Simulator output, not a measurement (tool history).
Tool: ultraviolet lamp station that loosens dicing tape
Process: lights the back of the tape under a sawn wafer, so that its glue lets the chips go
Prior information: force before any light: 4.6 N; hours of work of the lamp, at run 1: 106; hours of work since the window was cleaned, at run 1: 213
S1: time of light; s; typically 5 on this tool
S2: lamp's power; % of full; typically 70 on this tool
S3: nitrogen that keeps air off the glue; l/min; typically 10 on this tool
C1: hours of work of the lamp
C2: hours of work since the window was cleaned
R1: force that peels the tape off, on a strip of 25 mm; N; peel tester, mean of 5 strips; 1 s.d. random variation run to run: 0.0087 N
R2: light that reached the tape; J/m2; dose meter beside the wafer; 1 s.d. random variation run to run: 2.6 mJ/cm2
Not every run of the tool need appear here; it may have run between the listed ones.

run,hour,S1,S2,S3,C1,C2,R1,R2
1,0.0,5,70,10,106,213,0.435,3100
2,7.0,5,70,8,109,216,0.473,3080
3,22.2,5,70,8,116,223,0.484,3070
4,37.9,5,70,8,123,230,0.498,3070
5,51.8,5,70,8,130,237,0.502,3130
6,66.8,5,70,8,137,244,0.479,3020
7,77.6,5,70,8,142,248,0.509,3060
8,90.7,5,70,8,148,254,0.487,3090
9,104.9,5,70,10,154,261,0.451,3040
10,113.1,5,70,10,158,265,0.449,3040
11,127.4,5,70,10,165,271,0.440,3000
12,138.8,5,70,10,170,277,0.450,3020
13,147.8,5,70,10,174,281,0.435,3000
14,162.3,5,70,10,181,287,0.456,3010
15,173.6,5,70,10,186,293,0.448,2990
16,182.9,5,70,10,190,297,0.455,3040
17,196.5,5,70,10,196,303,0.457,2990
18,207.0,5,70,10,201,308,0.463,2970
19,221.1,5,70,10,208,314,0.460,2930
20,229.1,5,70,10,211,318,0.447,2990
21,236.5,5,70,10,215,321,0.480,2970
22,245.5,5,70,10,219,326,0.467,2970
23,254.1,5,70,10,223,329,0.458,2940
24,267.5,5,92,4,229,336,0.487,3890
25,274.1,4,70,8,232,339,0.782,2310
# hour 280.4: window cleaned of glue's vapour
26,289.6,4,76,6,239,4,0.664,2790
27,297.5,4,76,6,242,8,0.711,2760
28,307.3,3,70,10,247,12,0.956,1900
29,314.8,2,69,5,250,16,1.916,1270
30,326.9,2,69,5,256,21,2.022,1260
31,340.3,2,69,5,262,27,2.017,1260
32,348.1,2,69,5,266,31,1.971,1220
33,363.2,6,70,10,273,38,0.285,3800
34,377.0,6,70,10,279,44,0.285,3760
35,386.9,6,70,10,284,49,0.280,3770
36,396.5,6,70,10,288,53,0.285,3780
37,407.5,4,70,4,293,58,0.992,2510
38,419.8,4,70,4,299,64,1.012,2530
39,435.4,3,62,4,306,71,1.687,1670
40,443.7,3,62,4,310,75,1.625,1630
41,458.7,3,62,4,316,82,1.712,1640
42,471.6,5,72,4,322,88,0.678,3210
43,487.4,5,75,10,330,95,0.372,3310
44,502.3,4,83,5,336,102,0.686,2870
45,514.7,4,83,5,342,108,0.692,2900

Results per run with the tool's hidden condition removed, run-to-run variation unchanged:
Hidden state present: lamp's light, % of a new lamp's; light that the window lets through, % of a clean one's; drift of the gauge itself on peel_n, %; drift of the gauge itself on dose_mj_cm2, %.
run,R1,R2
1,0.367,3370
2,0.399,3360
3,0.406,3360
4,0.415,3370
5,0.417,3440
6,0.394,3340
7,0.418,3380
8,0.397,3420
9,0.365,3380
10,0.360,3390
11,0.351,3350
12,0.357,3380
13,0.344,3370
14,0.359,3390
15,0.349,3380
16,0.355,3440
17,0.353,3390
18,0.359,3380
19,0.351,3350
20,0.345,3410
21,0.366,3400
22,0.357,3410
23,0.345,3380
24,0.369,4480
25,0.611,2670
26,0.608,2930
27,0.650,2910
28,0.881,2000
29,1.828,1340
30,1.926,1330
31,1.916,1340
32,1.870,1300
33,0.251,4060
34,0.249,4020
35,0.244,4050
36,0.247,4060
37,0.889,2710
38,0.904,2730
39,1.553,1810
40,1.492,1780
41,1.568,1790
42,0.579,3510
43,0.309,3620
44,0.581,3160
45,0.583,3190

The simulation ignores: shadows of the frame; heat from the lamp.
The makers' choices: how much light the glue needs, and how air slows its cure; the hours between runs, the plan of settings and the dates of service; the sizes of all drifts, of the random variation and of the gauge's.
